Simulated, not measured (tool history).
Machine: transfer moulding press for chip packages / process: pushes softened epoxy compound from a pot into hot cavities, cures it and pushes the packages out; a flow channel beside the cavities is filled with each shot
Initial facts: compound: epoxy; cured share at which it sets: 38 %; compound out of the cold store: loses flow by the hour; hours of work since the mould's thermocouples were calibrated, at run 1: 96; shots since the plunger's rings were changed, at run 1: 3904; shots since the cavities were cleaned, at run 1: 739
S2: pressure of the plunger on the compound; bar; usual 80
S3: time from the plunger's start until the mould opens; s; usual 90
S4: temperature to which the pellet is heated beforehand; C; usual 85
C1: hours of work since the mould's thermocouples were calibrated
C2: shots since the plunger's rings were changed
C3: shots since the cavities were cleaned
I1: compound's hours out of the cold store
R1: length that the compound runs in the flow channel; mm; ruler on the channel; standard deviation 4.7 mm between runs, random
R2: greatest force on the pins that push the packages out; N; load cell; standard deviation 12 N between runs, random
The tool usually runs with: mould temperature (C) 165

run 1 hour=0 | mould_temperature_(C)=165 S2=80 S3=90 S4=85 | C1=96 C2=3904 C3=739 | I1=38.8 | R1=877 R2=574
-- hour=9.1 plunger's sealing rings changed
run 2 hour=13.2 | mould_temperature_(C)=165 S2=80 S3=90 S4=85 | C1=101 C2=40 C3=841 | I1=20.9 | R1=963 R2=597
run 3 hour=29.5 | mould_temperature_(C)=165 S2=80 S3=90 S4=85 | C1=109 C2=195 C3=996 | I1=14.6 | R1=1001 R2=611
-- hour=37.3 cavities cleaned with cleaning compound and waxed
run 4 hour=43.7 | mould_temperature_(C)=165 S2=80 S3=90 S4=85 | C1=115 C2=316 C3=61 | I1=26.8 | R1=932 R2=589
run 5 hour=57.4 | mould_temperature_(C)=165 S2=80 S3=90 S4=85 | C1=122 C2=446 C3=191 | I1=10.4 | R1=1025 R2=609
run 6 hour=77.5 | mould_temperature_(C)=165 S2=80 S3=90 S4=80 | C1=131 C2=638 C3=383 | I1=32.5 | R1=912 R2=568
run 7 hour=86.8 | mould_temperature_(C)=165 S2=80 S3=90 S4=85 | C1=136 C2=727 C3=472 | I1=14.9 | R1=1005 R2=576
run 8 hour=97.8 | mould_temperature_(C)=165 S2=80 S3=90 S4=85 | C1=141 C2=831 C3=576 | I1=44.2 | R1=850 R2=546
run 9 hour=119.2 | mould_temperature_(C)=165 S2=80 S3=90 S4=85 | C1=151 C2=1035 C3=780 | I1=31.3 | R1=919 R2=552
run 10 hour=138.2 | mould_temperature_(C)=165 S2=80 S3=90 S4=85 | C1=160 C2=1217 C3=962 | I1=41.9 | R1=868 R2=549
-- hour=149 cavities cleaned with cleaning compound and waxed
run 11 hour=159.4 | mould_temperature_(C)=165 S2=80 S3=90 S4=85 | C1=170 C2=1405 C3=100 | I1=38.2 | R1=876 R2=538

What does the tool deliver on the next run?
run 12 hour=177.4 | mould_temperature_(C)=165 S2=80 S3=90 S4=85 | C1=178 C2=1575 C3=270 | I1=21.2 | R1=? R2=?

{"run 12": {"R1": 972, "R2": 560}}
Were there no unlogged condition in the tool, this run, its random variation unchanged, would have produced R1 972 mm, R2 557 N.
